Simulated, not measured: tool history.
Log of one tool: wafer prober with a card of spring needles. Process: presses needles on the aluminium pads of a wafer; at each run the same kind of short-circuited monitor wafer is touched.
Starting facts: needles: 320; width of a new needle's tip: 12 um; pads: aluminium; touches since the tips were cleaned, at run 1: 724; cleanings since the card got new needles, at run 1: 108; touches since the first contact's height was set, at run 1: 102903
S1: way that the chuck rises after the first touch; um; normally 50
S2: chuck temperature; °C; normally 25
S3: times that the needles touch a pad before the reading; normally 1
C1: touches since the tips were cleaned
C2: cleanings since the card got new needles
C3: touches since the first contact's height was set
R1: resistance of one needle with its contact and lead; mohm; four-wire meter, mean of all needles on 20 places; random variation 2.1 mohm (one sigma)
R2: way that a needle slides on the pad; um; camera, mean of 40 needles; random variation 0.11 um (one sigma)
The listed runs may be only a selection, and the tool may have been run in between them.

run	day	S1	S2	S3	C1	C2	C3	R1	R2
1	0	50	25	1	724	108	102903	280	12.89
# day 0.308: tips cleaned on abrasive film
# day 0.821: tips cleaned on abrasive film
# day 1.329: tips cleaned on abrasive film
# day 1.812: tips cleaned on abrasive film
2	1.812	50	25	1	0	112	113012	237	12.77
# day 2.325: tips cleaned on abrasive film
# day 2.833: tips cleaned on abrasive film
# day 3.346: tips cleaned on abrasive film
3	3.438	50	25	1	518	115	122092	273	12.85
# day 3.85: tips cleaned on abrasive film
# day 4.358: tips cleaned on abrasive film
# day 4.771: tips cleaned on abrasive film
# day 5.279: tips cleaned on abrasive film
# day 5.792: tips cleaned on abrasive film
# day 6.204: tips cleaned on abrasive film
4	6.5	50	25	1	1679	121	139184	324	12.69
# day 6.708: tips cleaned on abrasive film
# day 7.221: tips cleaned on abrasive film
# day 7.729: tips cleaned on abrasive film
# day 8.242: tips cleaned on abrasive film
5	8.496	50	25	1	1441	125	150329	314	12.64
# day 8.704: tips cleaned on abrasive film
# day 9.217: tips cleaned on abrasive film
# day 9.725: tips cleaned on abrasive film
# day 10.238: tips cleaned on abrasive film
# day 10.75: tips cleaned on abrasive film
6	10.825	67	25	1	425	130	163312	246	17.04
# day 11.233: tips cleaned on abrasive film
# day 11.746: tips cleaned on abrasive film
# day 12.154: tips cleaned on abrasive film
# day 12.567: tips cleaned on abrasive film
# day 13.079: tips cleaned on abrasive film
7	13.167	50	25	1	491	135	176362	276	12.48
# day 13.575: tips cleaned on abrasive film
# day 13.983: tips cleaned on abrasive film
# day 14.496: tips cleaned on abrasive film
# day 14.712: height of the first contact set anew
8	14.762	50	25	1	1434	138	292	328	12.3
# day 14.971: tips cleaned on abrasive film
# day 15.483: tips cleaned on abrasive film
# day 15.992: tips cleaned on abrasive film
# day 16.504: tips cleaned on abrasive film
# day 16.912: tips cleaned on abrasive film
9	17.196	50	25	3	1590	143	13871	267	12.26
# day 17.404: tips cleaned on abrasive film
# day 17.917: tips cleaned on abrasive film
# day 18.325: tips cleaned on abrasive film
# day 18.838: tips cleaned on abrasive film
# day 19.246: tips cleaned on abrasive film
# day 19.654: tips cleaned on abrasive film
# day 20.167: tips cleaned on abrasive film
10	20.358	50	32	1	1086	150	31511	306	12.12
# day 20.667: tips cleaned on abrasive film
# day 21.079: tips cleaned on abrasive film
# day 21.488: tips cleaned on abrasive film
# day 21.988: card fitted with new needles
# day 22.5: tips cleaned on abrasive film
# day 22.908: tips cleaned on abrasive film
11	23.183	50	25	1	1539	2	6676	297	13.09
# day 23.392: tips cleaned on abrasive film
# day 23.708: height of the first contact set anew, once more
# day 23.812: tips cleaned on abrasive film
# day 24.325: tips cleaned on abrasive film
# day 24.833: tips cleaned on abrasive film
12	24.925	50	25	1	500	6	6779	260	13.13
# day 25.333: tips cleaned on abrasive film
# day 25.846: tips cleaned on abrasive film
# day 26.354: tips cleaned on abrasive film
13	26.729	50	122	2	2089	9	16860	292	13.08
# day 26.833: tips cleaned on abrasive film
# day 27.346: tips cleaned on abrasive film
# day 27.854: tips cleaned on abrasive film
# day 28.367: tips cleaned on abrasive film
# day 28.879: tips cleaned on abrasive film
# day 29.388: tips cleaned on abrasive film
14	29.675	50	122	2	1607	15	33307	298	13.03
# day 29.883: tips cleaned on abrasive film
# day 30.292: tips cleaned on abrasive film
# day 30.804: tips cleaned on abrasive film
# day 31.212: tips cleaned on abrasive film
# day 31.725: tips cleaned on abrasive film
# day 32.133: tips cleaned on abrasive film
# day 32.646: tips cleaned on abrasive film
15	32.742	50	31	1	540	22	50402	258	13.09
# day 33.15: tips cleaned on abrasive film
# day 33.662: tips cleaned on abrasive film
# day 34.175: tips cleaned on abrasive film
16	34.383	50	31	1	1179	25	59574	291	13.07
# day 34.592: tips cleaned on abrasive film
# day 35.004: tips cleaned on abrasive film
# day 35.512: tips cleaned on abrasive film
# day 36.025: tips cleaned on abrasive film
# day 36.538: tips cleaned on abrasive film
17	36.742	39	25	1	1146	30	72719	331	10.02
# day 37.042: tips cleaned on abrasive film
# day 37.554: tips cleaned on abrasive film
# day 38.067: tips cleaned on abrasive film
# day 38.575: tips cleaned on abrasive film
18	38.683	44	25	1	598	34	83562	283	11.31
# day 38.988: tips cleaned on abrasive film
# day 39.5: tips cleaned on abrasive film
# day 39.908: tips cleaned on abrasive film
# day 40.421: tips cleaned on abrasive film
# day 40.933: tips cleaned on abrasive film
# day 41.358: tips cleaned on abrasive film
19	41.358	44	28	2	0	40	98474	236	11.41
# day 41.767: tips cleaned on abrasive film
# day 42.279: tips cleaned on abrasive film
# day 42.688: tips cleaned on abrasive film
# day 43.2: tips cleaned on abrasive film
# day 43.608: tips cleaned on abrasive film
20	43.883	51	25	2	1542	45	112578	269	13.13
# day 44.092: tips cleaned on abrasive film
# day 44.5: tips cleaned on abrasive film
# day 45.012: tips cleaned on abrasive film
# day 45.525: tips cleaned on abrasive film
21	45.6	51	25	2	433	49	122145	248	13.2
# day 46.012: tips cleaned on abrasive film
# day 46.421: tips cleaned on abrasive film
# day 46.829: tips cleaned on abrasive film
22	47.054	50	25	1	1267	52	130263	295	12.79
# day 47.262: tips cleaned on abrasive film
# day 47.775: tips cleaned on abrasive film
# day 48.288: tips cleaned on abrasive film
# day 48.796: tips cleaned on abrasive film
# day 49.308: tips cleaned on abrasive film
# day 49.717: tips cleaned on abrasive film
23	49.946	50	25	1	1272	58	146381	292	12.67

4 options for the next run, each taken on its own from the tool as it stands now. Forecast them:
# day 50.15: tips cleaned on abrasive film
# day 50.662: tips cleaned on abrasive film
# day 51.071: tips cleaned on abrasive film
# day 51.583: tips cleaned on abrasive film
# day 52.096: tips cleaned on abrasive film
# day 52.562: tips cleaned on abrasive film
A	52.562	46	69	1	0	64	160980	?	?
# day 50.15: tips cleaned on abrasive film
# day 50.662: tips cleaned on abrasive film
# day 51.071: tips cleaned on abrasive film
# day 51.583: tips cleaned on abrasive film
# day 52.096: tips cleaned on abrasive film
# day 52.562: tips cleaned on abrasive film
B	52.562	50	25	2	0	64	160980	?	?
# day 50.15: tips cleaned on abrasive film
# day 50.662: tips cleaned on abrasive film
# day 51.071: tips cleaned on abrasive film
# day 51.583: tips cleaned on abrasive film
# day 52.096: tips cleaned on abrasive film
# day 52.562: tips cleaned on abrasive film
C	52.562	62	31	1	0	64	160980	?	?
# day 50.15: tips cleaned on abrasive film
# day 50.662: tips cleaned on abrasive film
# day 51.071: tips cleaned on abrasive film
# day 51.583: tips cleaned on abrasive film
# day 52.096: tips cleaned on abrasive film
# day 52.562: tips cleaned on abrasive film
D	52.562	44	84	1	0	64	160980	?	?

run	R1	R2
A	252	11.56
B	232	12.61
C	231	15.68
D	263	11.17
Without the tool's unlogged condition, the same runs would have read:
run	R1	R2
A	238	12.21
B	224	13.26
C	223	16.33
D	248	11.82

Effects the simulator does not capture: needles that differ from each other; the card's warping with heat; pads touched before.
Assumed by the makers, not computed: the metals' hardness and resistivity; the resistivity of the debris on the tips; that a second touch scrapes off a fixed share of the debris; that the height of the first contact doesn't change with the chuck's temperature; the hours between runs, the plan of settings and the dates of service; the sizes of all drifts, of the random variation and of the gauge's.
